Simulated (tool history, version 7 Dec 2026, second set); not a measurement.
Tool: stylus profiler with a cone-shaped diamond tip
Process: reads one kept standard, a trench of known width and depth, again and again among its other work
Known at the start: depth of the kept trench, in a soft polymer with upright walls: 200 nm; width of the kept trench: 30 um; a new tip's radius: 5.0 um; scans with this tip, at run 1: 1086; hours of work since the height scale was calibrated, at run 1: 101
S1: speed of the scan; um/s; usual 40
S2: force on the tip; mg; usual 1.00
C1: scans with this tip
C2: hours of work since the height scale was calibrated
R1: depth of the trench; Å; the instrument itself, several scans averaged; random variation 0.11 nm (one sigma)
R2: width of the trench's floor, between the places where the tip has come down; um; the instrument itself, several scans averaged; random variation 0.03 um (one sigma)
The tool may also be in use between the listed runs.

{"run": 1, "hour": 0.0, "S1": 40, "S2": 1.0, "C1": 1086, "C2": 101, "R1": 2011.2, "R2": 26.92}
{"run": 2, "hour": 24.7, "S1": 40, "S2": 1.0, "C1": 1290, "C2": 120, "R1": 2012.7, "R2": 26.88}
{"run": 3, "hour": 50.4, "S1": 40, "S2": 1.0, "C1": 1502, "C2": 140, "R1": 2013.0, "R2": 26.87}
{"run": 4, "hour": 70.4, "S1": 40, "S2": 1.0, "C1": 1667, "C2": 155, "R1": 2012.5, "R2": 26.86}
{"run": 5, "hour": 95.5, "S1": 40, "S2": 1.0, "C1": 1874, "C2": 175, "R1": 2013.1, "R2": 26.76}
{"run": 6, "hour": 119.0, "S1": 134, "S2": 1.0, "C1": 2068, "C2": 193, "R1": 2012.7, "R2": 26.15}
{"run": 7, "hour": 148.4, "S1": 12, "S2": 1.0, "C1": 2310, "C2": 215, "R1": 2012.2, "R2": 26.98}
{"run": 8, "hour": 165.5, "S1": 12, "S2": 1.0, "C1": 2451, "C2": 228, "R1": 2010.8, "R2": 26.95}
{"run": 9, "hour": 186.3, "S1": 12, "S2": 1.0, "C1": 2622, "C2": 244, "R1": 2011.3, "R2": 26.94}
{"run": 10, "hour": 216.5, "S1": 12, "S2": 1.0, "C1": 2871, "C2": 267, "R1": 2013.3, "R2": 26.9}
{"run": 11, "hour": 242.2, "S1": 12, "S2": 1.0, "C1": 3083, "C2": 287, "R1": 2012.0, "R2": 26.93}
{"run": 12, "hour": 256.3, "S1": 12, "S2": 1.0, "C1": 3200, "C2": 298, "R1": 2012.4, "R2": 26.86}
{"run": 13, "hour": 285.3, "S1": 12, "S2": 1.0, "C1": 3439, "C2": 320, "R1": 2011.8, "R2": 26.83}
{"run": 14, "hour": 303.5, "S1": 12, "S2": 1.0, "C1": 3589, "C2": 334, "R1": 2013.4, "R2": 26.82}
{"run": 15, "hour": 316.4, "S1": 59, "S2": 1.53, "C1": 3695, "C2": 344, "R1": 2018.0, "R2": 26.63}
{"run": 16, "hour": 331.9, "S1": 12, "S2": 1.15, "C1": 3823, "C2": 356, "R1": 2014.7, "R2": 26.84}
{"run": 17, "hour": 356.1, "S1": 59, "S2": 0.54, "C1": 4023, "C2": 375, "R1": 2005.0, "R2": 26.36}
{"run": 18, "hour": 383.3, "S1": 75, "S2": 0.54, "C1": 4247, "C2": 395, "R1": 2007.7, "R2": 26.17}
{"run": 19, "hour": 406.0, "S1": 10, "S2": 1.06, "C1": 4435, "C2": 413, "R1": 2012.4, "R2": 26.75}
{"run": 20, "hour": 434.0, "S1": 86, "S2": 0.37, "C1": 4666, "C2": 434, "R1": 2003.0, "R2": 25.85}
{"run": 21, "hour": 461.0, "S1": 78, "S2": 1.7, "C1": 4888, "C2": 455, "R1": 2018.8, "R2": 26.37}
{"run": 22, "hour": 490.3, "S1": 78, "S2": 1.7, "C1": 5130, "C2": 478, "R1": 2014.9, "R2": 26.41}
{"run": 23, "hour": 503.2, "S1": 93, "S2": 1.17, "C1": 5236, "C2": 488, "R1": 2013.2, "R2": 26.18}
{"run": 24, "hour": 528.8, "S1": 54, "S2": 1.0, "C1": 5447, "C2": 507, "R1": 2011.0, "R2": 26.42}
{"run": 25, "hour": 545.0, "S1": 54, "S2": 1.0, "C1": 5581, "C2": 520, "R1": 2010.2, "R2": 26.43}

5 ways to go on from here, each from the tool as it stands after run 25. What would each give?
{"run": "A", "hour": 558.1, "S1": 23, "S2": 0.9, "C1": 5689, "C2": 530, "R1": "?", "R2": "?"}
{"run": "B", "hour": 558.1, "S1": 40, "S2": 1.98, "C1": 5689, "C2": 530, "R1": "?", "R2": "?"}
{"run": "C", "hour": 558.1, "S1": 45, "S2": 0.86, "C1": 5689, "C2": 530, "R1": "?", "R2": "?"}
{"run": "D", "hour": 558.1, "S1": 130, "S2": 1.03, "C1": 5689, "C2": 530, "R1": "?", "R2": "?"}
{"run": "E", "hour": 558.1, "S1": 19, "S2": 1.72, "C1": 5689, "C2": 530, "R1": "?", "R2": "?"}

run=A R1=2011.1 R2=26.61
run=B R1=2017.8 R2=26.52
run=C R1=2008.5 R2=26.48
run=D R1=2009.4 R2=25.87
run=E R1=2016.8 R2=26.66
Without the tool's hidden state the same runs would have given:
run=A R1=2015.6 R2=27.04
run=B R1=2022.4 R2=26.95
run=C R1=2013.1 R2=26.91
run=D R1=2013.9 R2=26.30
run=E R1=2021.3 R2=27.09

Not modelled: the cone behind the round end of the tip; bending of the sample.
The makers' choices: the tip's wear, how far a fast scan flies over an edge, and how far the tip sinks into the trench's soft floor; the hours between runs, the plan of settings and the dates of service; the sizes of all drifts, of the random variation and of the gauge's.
